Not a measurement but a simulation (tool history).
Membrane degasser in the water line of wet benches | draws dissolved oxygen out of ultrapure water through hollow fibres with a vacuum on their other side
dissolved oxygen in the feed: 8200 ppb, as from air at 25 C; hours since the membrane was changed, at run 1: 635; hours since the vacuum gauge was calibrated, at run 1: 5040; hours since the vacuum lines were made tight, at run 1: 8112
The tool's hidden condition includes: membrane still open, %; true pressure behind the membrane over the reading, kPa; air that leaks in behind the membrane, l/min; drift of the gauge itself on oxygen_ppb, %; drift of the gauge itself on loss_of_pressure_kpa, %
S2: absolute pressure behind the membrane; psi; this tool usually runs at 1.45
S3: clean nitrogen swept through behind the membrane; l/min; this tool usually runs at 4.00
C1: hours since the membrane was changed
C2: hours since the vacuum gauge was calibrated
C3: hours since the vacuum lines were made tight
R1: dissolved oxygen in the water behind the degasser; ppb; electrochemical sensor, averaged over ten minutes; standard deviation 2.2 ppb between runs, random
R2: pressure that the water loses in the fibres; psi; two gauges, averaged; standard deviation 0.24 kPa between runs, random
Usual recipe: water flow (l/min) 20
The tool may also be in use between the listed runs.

run 1 hour=0.0 | water_flow_(l/min)=20 S2=1.45 S3=4.00 | C1=635 C2=5040 C3=8112 | R1=230.6 R2=9.367
run 2 hour=50.0 | water_flow_(l/min)=20 S2=1.45 S3=4.00 | C1=685 C2=5090 C3=8162 | R1=228.2 R2=9.400
run 3 hour=115.7 | water_flow_(l/min)=20 S2=1.35 S3=4.00 | C1=751 C2=5155 C3=8227 | R1=223.3 R2=9.441
run 4 hour=163.2 | water_flow_(l/min)=20 S2=1.45 S3=9.60 | C1=798 C2=5203 C3=8275 | R1=181.5 R2=9.451
run 5 hour=209.0 | water_flow_(l/min)=20 S2=3.55 S3=4.00 | C1=844 C2=5249 C3=8321 | R1=393.0 R2=9.365
run 6 hour=284.0 | water_flow_(l/min)=20 S2=3.55 S3=4.00 | C1=919 C2=5324 C3=8396 | R1=395.0 R2=9.369
run 7 hour=323.6 | water_flow_(l/min)=20 S2=3.55 S3=4.00 | C1=959 C2=5363 C3=8435 | R1=389.3 R2=9.342
run 8 hour=393.2 | water_flow_(l/min)=20 S2=3.55 S3=4.00 | C1=1028 C2=5433 C3=8505 | R1=401.9 R2=9.384
run 9 hour=430.3 | water_flow_(l/min)=20 S2=3.55 S3=4.00 | C1=1065 C2=5470 C3=8542 | R1=394.3 R2=9.420
-- hour=434.5 vacuum gauge calibrated
run 10 hour=467.1 | water_flow_(l/min)=20 S2=1.45 S3=4.00 | C1=1102 C2=33 C3=8578 | R1=229.7 R2=9.367
run 11 hour=499.1 | water_flow_(l/min)=20 S2=1.45 S3=4.00 | C1=1134 C2=65 C3=8610 | R1=229.8 R2=9.396
run 12 hour=534.4 | water_flow_(l/min)=20 S2=1.45 S3=4.00 | C1=1169 C2=100 C3=8645 | R1=228.7 R2=9.333
-- hour=596.3 vacuum gauge calibrated, once more
run 13 hour=599.8 | water_flow_(l/min)=20 S2=1.45 S3=4.00 | C1=1234 C2=3 C3=8710 | R1=225.7 R2=9.433
run 14 hour=635.5 | water_flow_(l/min)=20 S2=1.45 S3=4.00 | C1=1269 C2=39 C3=8746 | R1=227.0 R2=9.454
run 15 hour=697.4 | water_flow_(l/min)=20 S2=1.45 S3=4.00 | C1=1331 C2=101 C3=8808 | R1=227.2 R2=9.413
run 16 hour=761.4 | water_flow_(l/min)=20 S2=1.45 S3=4.00 | C1=1395 C2=165 C3=8872 | R1=225.5 R2=9.387
run 17 hour=801.7 | water_flow_(l/min)=21 S2=1.86 S3=10.06 | C1=1436 C2=205 C3=8912 | R1=209.6 R2=9.899
run 18 hour=869.6 | water_flow_(l/min)=29 S2=1.22 S3=9.79 | C1=1504 C2=273 C3=8980 | R1=306.9 R2=13.667
run 19 hour=904.2 | water_flow_(l/min)=20 S2=1.39 S3=6.17 | C1=1538 C2=308 C3=9015 | R1=193.9 R2=9.393
run 20 hour=959.1 | water_flow_(l/min)=20 S2=1.77 S3=3.07 | C1=1593 C2=363 C3=9070 | R1=282.6 R2=9.391
run 21 hour=1014.3 | water_flow_(l/min)=19 S2=1.03 S3=2.41 | C1=1648 C2=418 C3=9125 | R1=208.0 R2=8.969
run 22 hour=1048.6 | water_flow_(l/min)=19 S2=1.03 S3=2.41 | C1=1683 C2=452 C3=9159 | R1=207.0 R2=8.868
run 23 hour=1126.0 | water_flow_(l/min)=28 S2=1.83 S3=1.76 | C1=1760 C2=530 C3=9237 | R1=577.4 R2=13.146
run 24 hour=1172.3 | water_flow_(l/min)=28 S2=1.83 S3=1.76 | C1=1806 C2=576 C3=9283 | R1=569.9 R2=13.127
run 25 hour=1236.4 | water_flow_(l/min)=13 S2=2.48 S3=9.35 | C1=1870 C2=640 C3=9347 | R1=111.1 R2=6.093
run 26 hour=1311.1 | water_flow_(l/min)=17 S2=0.88 S3=9.35 | C1=1945 C2=715 C3=9422 | R1=123.5 R2=7.999
run 27 hour=1352.2 | water_flow_(l/min)=17 S2=0.88 S3=9.35 | C1=1986 C2=756 C3=9463 | R1=124.0 R2=8.071
run 28 hour=1389.5 | water_flow_(l/min)=20 S2=1.42 S3=4.00 | C1=2023 C2=793 C3=9500 | R1=224.2 R2=9.422
run 29 hour=1440.7 | water_flow_(l/min)=20 S2=1.42 S3=4.00 | C1=2075 C2=844 C3=9551 | R1=225.5 R2=9.394
run 30 hour=1476.0 | water_flow_(l/min)=26 S2=1.96 S3=11.58 | C1=2110 C2=880 C3=9587 | R1=281.3 R2=12.214
run 31 hour=1554.6 | water_flow_(l/min)=26 S2=2.51 S3=2.36 | C1=2189 C2=958 C3=9665 | R1=566.9 R2=12.209

What differs in the tool's unlogged condition from the final listed run ahead of each entry between runs to the first listed run following it?
In the gap between runs 9 and 10: vacuum gauge calibrated (hour 434.5)
  true pressure behind the membrane over the reading, kPa: 0.33 -> 0.39; air that leaks in behind the membrane, l/min: 0.0133 -> 0.0134
  difference, measured minus the result without the unlogged condition, R1: +10.1 -> +8.3 ppb; R2: +0.039 -> +0.042 psi
In the gap between runs 12 and 13: vacuum gauge calibrated, once more (hour 596.3)
  true pressure behind the membrane over the reading, kPa: 0.39 -> 0.02
  difference, measured minus the result without the unlogged condition, R1: +8.5 -> +4.4 ppb; R2: +0.044 -> +0.046 psi
